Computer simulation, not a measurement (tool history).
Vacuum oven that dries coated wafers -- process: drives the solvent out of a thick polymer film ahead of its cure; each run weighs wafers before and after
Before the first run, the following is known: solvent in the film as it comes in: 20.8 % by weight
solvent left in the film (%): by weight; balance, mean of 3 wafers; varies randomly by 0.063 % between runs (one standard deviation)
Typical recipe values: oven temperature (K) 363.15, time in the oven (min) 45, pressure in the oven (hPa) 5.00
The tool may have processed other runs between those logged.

Run 1, day 0.000: usual settings. Result: solvent left in the film (%) 3.87.
Run 2, day 3.833: usual settings. Result: solvent left in the film (%) 3.80.
Run 3, day 6.796: usual settings. Result: solvent left in the film (%) 3.77.
Run 4, day 9.754: usual settings but pressure in the oven (hPa) 4.86. Result: solvent left in the film (%) 3.93.
Run 5, day 11.883: usual settings but pressure in the oven (hPa) 4.86. Result: solvent left in the film (%) 3.85.
Run 6, day 13.558: usual settings but pressure in the oven (hPa) 4.86. Result: solvent left in the film (%) 3.89.
Run 7, day 15.888: usual settings but pressure in the oven (hPa) 4.86. Result: solvent left in the film (%) 3.82.
Run 8, day 18.150: usual settings but oven temperature (K) 372.15. Result: solvent left in the film (%) 1.18.
Run 9, day 21.725: usual settings. Result: solvent left in the film (%) 3.90.
Run 10, day 23.521: usual settings. Result: solvent left in the film (%) 3.89.
Run 11, day 27.067: usual settings but oven temperature (K) 374.15. Result: solvent left in the film (%) 0.92.
Run 12, day 30.921: usual settings but oven temperature (K) 374.15. Result: solvent left in the film (%) 0.87.
Run 13, day 32.812: usual settings. Result: solvent left in the film (%) 3.76.
Run 14, day 35.529: usual settings. Result: solvent left in the film (%) 3.87.
Run 15, day 37.854: usual settings but time in the oven (min) 42. Result: solvent left in the film (%) 4.12.
Run 16, day 41.771: usual settings but time in the oven (min) 42. Result: solvent left in the film (%) 4.23.
Run 17, day 45.075: usual settings. Result: solvent left in the film (%) 3.88.
Run 18, day 46.850: usual settings. Result: solvent left in the film (%) 3.81.
Run 19, day 50.617: usual settings but time in the oven (min) 63. Result: solvent left in the film (%) 2.19.
Run 20, day 53.533: usual settings but oven temperature (K) 354.15. Result: solvent left in the film (%) 7.74.
Run 21, day 55.133: usual settings but oven temperature (K) 354.15. Result: solvent left in the film (%) 7.68.
Run 22, day 58.725: usual settings but oven temperature (K) 350.15, time in the oven (min) 61, pressure in the oven (hPa) 4.23. Result: solvent left in the film (%) 7.57.
Run 23, day 61.817: usual settings but oven temperature (K) 372.15, time in the oven (min) 51, pressure in the oven (hPa) 7.90. Result: solvent left in the film (%) 0.98.
Run 24, day 64.308: usual settings but oven temperature (K) 372.15, time in the oven (min) 51, pressure in the oven (hPa) 7.90. Result: solvent left in the film (%) 0.98.
Run 25, day 67.271: usual settings but oven temperature (K) 372.15, pressure in the oven (hPa) 6.88. Result: solvent left in the film (%) 1.15.
Run 26, day 69.788: usual settings but oven temperature (K) 372.15, pressure in the oven (hPa) 6.88. Result: solvent left in the film (%) 1.24.
At day 73.154: oven's thermocouples calibrated.
Run 27, day 73.258: usual settings but oven temperature (K) 372.15, pressure in the oven (hPa) 6.88. Result: solvent left in the film (%) 1.19.
Run 28, day 75.838: usual settings but oven temperature (K) 372.15, time in the oven (min) 59, pressure in the oven (hPa) 11.90. Result: solvent left in the film (%) 0.81.
Run 29, day 78.196: usual settings but oven temperature (K) 372.15, time in the oven (min) 59, pressure in the oven (hPa) 11.90. Result: solvent left in the film (%) 0.81.
Run 30, day 80.433: usual settings but oven temperature (K) 372.15, time in the oven (min) 59, pressure in the oven (hPa) 11.90. Result: solvent left in the film (%) 0.77.
Run 31, day 82.838: usual settings but oven temperature (K) 372.15, time in the oven (min) 59, pressure in the oven (hPa) 11.90. Result: solvent left in the film (%) 0.83.
At day 84.104: vacuum gauge cleaned of residue and calibrated.
Run 32, day 85.088: usual settings but pressure in the oven (hPa) 4.74. Result: solvent left in the film (%) 3.81.
Run 33, day 87.488: usual settings but time in the oven (min) 27, pressure in the oven (hPa) 5.08. Result: solvent left in the film (%) 6.90.
Run 34, day 90.404: usual settings but time in the oven (min) 53, pressure in the oven (hPa) 5.92. Result: solvent left in the film (%) 2.95.
Run 35, day 92.558: usual settings but oven temperature (K) 352.15, pressure in the oven (hPa) 3.24. Result: solvent left in the film (%) 8.46.
Run 36, day 95.792: usual settings but oven temperature (K) 369.15, time in the oven (min) 72, pressure in the oven (hPa) 3.83. Result: solvent left in the film (%) 0.58.

4 ways to go on from here, each from the tool as it stands after run 36. What would each give?
Run A, day 98.112: usual settings but time in the oven (min) 59. Result: solvent left in the film (%) ?.
Run B, day 98.112: usual settings but oven temperature (K) 369.15, pressure in the oven (hPa) 3.83. Result: solvent left in the film (%) ?.
Run C, day 98.112: usual settings but oven temperature (K) 369.15, time in the oven (min) 28, pressure in the oven (hPa) 4.94. Result: solvent left in the film (%) ?.
Run D, day 98.112: usual settings but oven temperature (K) 350.15, time in the oven (min) 72, pressure in the oven (hPa) 3.83. Result: solvent left in the film (%) ?.

run  solvent left in the film (%)
  A                          2.51
  B                          1.81
  C                          4.19
  D                          6.50
With the hidden condition removed and each run's random variation left untouched, the same runs would have given:
run  solvent left in the film (%)
  A                          2.50
  B                          1.80
  C                          4.17
  D                          6.47
